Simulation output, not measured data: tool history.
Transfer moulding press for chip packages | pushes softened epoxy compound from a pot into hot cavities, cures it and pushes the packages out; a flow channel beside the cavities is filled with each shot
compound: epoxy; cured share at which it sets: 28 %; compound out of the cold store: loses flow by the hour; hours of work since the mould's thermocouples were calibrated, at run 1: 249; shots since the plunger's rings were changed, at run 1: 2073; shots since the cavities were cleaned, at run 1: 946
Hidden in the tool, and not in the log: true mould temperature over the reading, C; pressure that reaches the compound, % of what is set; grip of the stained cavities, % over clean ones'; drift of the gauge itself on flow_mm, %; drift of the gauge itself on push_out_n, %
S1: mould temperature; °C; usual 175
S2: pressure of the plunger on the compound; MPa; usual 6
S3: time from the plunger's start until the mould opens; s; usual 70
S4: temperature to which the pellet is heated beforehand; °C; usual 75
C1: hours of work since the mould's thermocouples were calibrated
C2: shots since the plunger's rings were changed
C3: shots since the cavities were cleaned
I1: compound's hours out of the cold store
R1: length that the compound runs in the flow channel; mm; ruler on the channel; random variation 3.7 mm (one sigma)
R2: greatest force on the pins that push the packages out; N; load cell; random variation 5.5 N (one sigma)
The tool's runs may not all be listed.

run,hour,S1,S2,S3,S4,C1,C2,C3,I1,R1,R2
1,0,175,6,70,75,249,2073,946,16.6,708,351
# hour 16.1: cavities cleaned with cleaning compound and waxed
2,28,175,6,70,75,263,2418,155,13.3,714,254
3,64.4,175,6,70,75,282,2892,629,44.2,606,328
4,101.4,175,6,109,75,301,3373,1110,44.6,600,277
# hour 106.1: cavities cleaned with cleaning compound and waxed
# hour 122.5: plunger's sealing rings changed
5,138.1,175,6,70,75,318,203,384,35.6,670,299
6,168.5,175,6,70,75,333,599,780,19.9,708,356
7,184.1,175,6,70,75,341,802,983,15.9,720,362
# hour 198.7: cavities cleaned with cleaning compound and waxed
8,217.4,178,6,70,75,358,1215,243,41.3,633,247
9,239.7,178,6,70,75,369,1506,534,10,731,296
10,264.3,175,6,56,75,382,1827,855,33.6,652,530
# hour 287.3: cavities cleaned with cleaning compound and waxed
11,298.3,175,7.2,70,75,399,2249,142,15.6,775,272
12,319.1,175,6,70,75,409,2521,414,31.4,660,311
13,334.8,175,6,70,75,417,2725,618,15.2,707,338
14,357.3,175,6,70,83,429,3018,911,41.5,621,355
# hour 376.6: cavities cleaned with cleaning compound and waxed
15,390.1,175,6,70,83,445,3424,175,40.1,617,250
# hour 405.2: plunger's sealing rings changed
16,418.1,176,6.32,50,71,458,168,508,45.8,646,577
17,440.6,176,6.32,50,71,470,461,801,17.2,742,714
# hour 467.4: cavities cleaned with cleaning compound and waxed
18,474.6,176,6.32,50,77,487,884,93,48,634,423
# hour 491.8: mould's thermocouples calibrated
19,492.3,176,6.32,50,77,0,1089,298,14.8,734,564
20,512.9,180,5.24,79,83,11,1357,566,40.7,582,266
21,538.9,180,5.24,79,83,24,1695,904,27,616,296
# hour 557.6: cavities cleaned with cleaning compound and waxed
22,561.6,179,6.45,95,78,35,1972,53,21.9,698,168
23,577.6,179,6.45,63,80,43,2180,261,15.8,728,268
24,605.6,177,5.8,58,77,58,2544,625,28.1,644,405
25,641.4,177,5.8,58,77,76,3010,1091,19.3,671,418
# hour 646.3: cavities cleaned with cleaning compound and waxed
26,675.5,177,5.8,58,77,93,3435,381,10.5,692,393
# hour 689.7: plunger's sealing rings changed
27,706.8,180,7.33,52,80,108,222,755,19.2,772,446

Forecast each of these 4 alternatives for the next run:
# hour 738.3: cavities cleaned with cleaning compound and waxed
A,738.3,175,7.03,108,82,123,613,0,26.9,?,?
# hour 738.3: cavities cleaned with cleaning compound and waxed
B,738.3,180,6.19,52,83,123,613,0,16.8,?,?
# hour 738.3: cavities cleaned with cleaning compound and waxed
C,738.3,175,6,58,81,123,613,0,29.1,?,?
# hour 738.3: cavities cleaned with cleaning compound and waxed
D,738.3,175,6,70,81,123,613,0,15.1,?,?

run,R1,R2
A,744,161
B,721,267
C,677,258
D,727,199
Without the tool's hidden state the same runs would have given:
run,R1,R2
A,751,155
B,728,248
C,683,240
D,733,188
